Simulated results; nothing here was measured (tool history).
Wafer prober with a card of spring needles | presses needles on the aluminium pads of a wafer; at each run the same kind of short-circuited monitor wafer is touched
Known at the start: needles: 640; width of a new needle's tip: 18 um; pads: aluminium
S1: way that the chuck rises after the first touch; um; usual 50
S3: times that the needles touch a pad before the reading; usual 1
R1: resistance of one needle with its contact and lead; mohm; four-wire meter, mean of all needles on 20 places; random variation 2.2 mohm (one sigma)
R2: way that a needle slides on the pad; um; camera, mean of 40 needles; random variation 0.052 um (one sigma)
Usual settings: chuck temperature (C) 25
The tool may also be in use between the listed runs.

Run 1, hour 0: usual settings. Result: R1 278 mohm, R2 7.56 um.
At hour 4.7: height of the first contact set anew.
At hour 7.6: tips cleaned on abrasive film.
Run 2, hour 7.6: usual settings. Result: R1 431 mohm, R2 8.21 um.
Run 3, hour 12.2: usual settings. Result: R1 454 mohm, R2 8.12 um.
At hour 15.5: tips cleaned on abrasive film.
Run 4, hour 20.7: usual settings. Result: R1 354 mohm, R2 8.08 um.
At hour 23.7: tips cleaned on abrasive film.
Run 5, hour 30.5: usual settings. Result: R1 380 mohm, R2 8.07 um.
At hour 32.1: tips cleaned on abrasive film.
Run 6, hour 39.8: usual settings. Result: R1 395 mohm, R2 8.08 um.
At hour 40.5: tips cleaned on abrasive film.
At hour 48.6: tips cleaned on abrasive film.
Run 7, hour 49: usual settings. Result: R1 268 mohm, R2 8.04 um.
At hour 53.2: tips cleaned on abrasive film, once more.
Run 8, hour 57.1: usual settings. Result: R1 333 mohm, R2 8.07 um.
At hour 61.2: tips cleaned on abrasive film.
Run 9, hour 67.4: usual settings but chuck temperature (C) 31. Result: R1 379 mohm, R2 7.99 um.
At hour 69.8: tips cleaned on abrasive film.
Run 10, hour 74.4: usual settings but chuck temperature (C) 31. Result: R1 349 mohm, R2 7.98 um.
At hour 78.2: tips cleaned on abrasive film.
Run 11, hour 83.6: usual settings but chuck temperature (C) 31. Result: R1 371 mohm, R2 8 um.
At hour 86.6: tips cleaned on abrasive film.
Run 12, hour 93.1: usual settings but chuck temperature (C) 31. Result: R1 379 mohm, R2 8.09 um.
At hour 94.9: tips cleaned on abrasive film.
At hour 103: tips cleaned on abrasive film.
Run 13, hour 103.4: usual settings. Result: R1 273 mohm, R2 8.02 um.
At hour 111.4: tips cleaned on abrasive film.
Run 14, hour 112.9: usual settings. Result: R1 293 mohm, R2 8.05 um.
Run 15, hour 118.4: usual settings. Result: R1 389 mohm, R2 7.96 um.
At hour 119.6: tips cleaned on abrasive film.
At hour 127.5: tips cleaned on abrasive film.
Run 16, hour 127.5: usual settings but S3 2. Result: R1 254 mohm, R2 7.88 um.
Run 17, hour 133.7: usual settings but S3 2. Result: R1 330 mohm, R2 7.96 um.
At hour 135.4: tips cleaned on abrasive film.
At hour 143.4: tips cleaned on abrasive film.
Run 18, hour 143.4: usual settings but chuck temperature (C) 53, S3 2. Result: R1 267 mohm, R2 7.88 um.
Run 19, hour 151.2: usual settings but S1 41 um, chuck temperature (C) 53. Result: R1 471 mohm, R2 6.45 um.
At hour 152.1: tips cleaned on abrasive film.
Run 20, hour 159.1: usual settings but S1 65 um, chuck temperature (C) 64, S3 2. Result: R1 301 mohm, R2 10.36 um.
At hour 160.3: tips cleaned on abrasive film.
At hour 169: tips cleaned on abrasive film.
Run 21, hour 169.9: usual settings but S1 33 um. Result: R1 352 mohm, R2 5.14 um.
At hour 177: tips cleaned on abrasive film.
Run 22, hour 177.2: usual settings but S1 54 um, chuck temperature (C) 42. Result: R1 260 mohm, R2 8.56 um.
Run 23, hour 181.8: usual settings but chuck temperature (C) 41, S3 3. Result: R1 294 mohm, R2 7.96 um.
At hour 185.2: tips cleaned on abrasive film.
Run 24, hour 188.7: usual settings but S1 57 um, chuck temperature (C) 34, S3 2. Result: R1 292 mohm, R2 9.08 um.
At hour 193.7: tips cleaned on abrasive film.
Run 25, hour 196.2: usual settings but S1 47 um, chuck temperature (C) 34, S3 2. Result: R1 298 mohm, R2 7.35 um.

Run 26 comes next. What will it give?
At hour 201.9: tips cleaned on abrasive film.
Run 26, hour 202.9: usual settings but S1 47 um, chuck temperature (C) 34, S3 2. Result: R1 ?, R2 ?.

R1: 287 mohm
R2: 7.4 um
Without the tool's hidden state the same run would have given R1 255 mohm, R2 7.63 um.
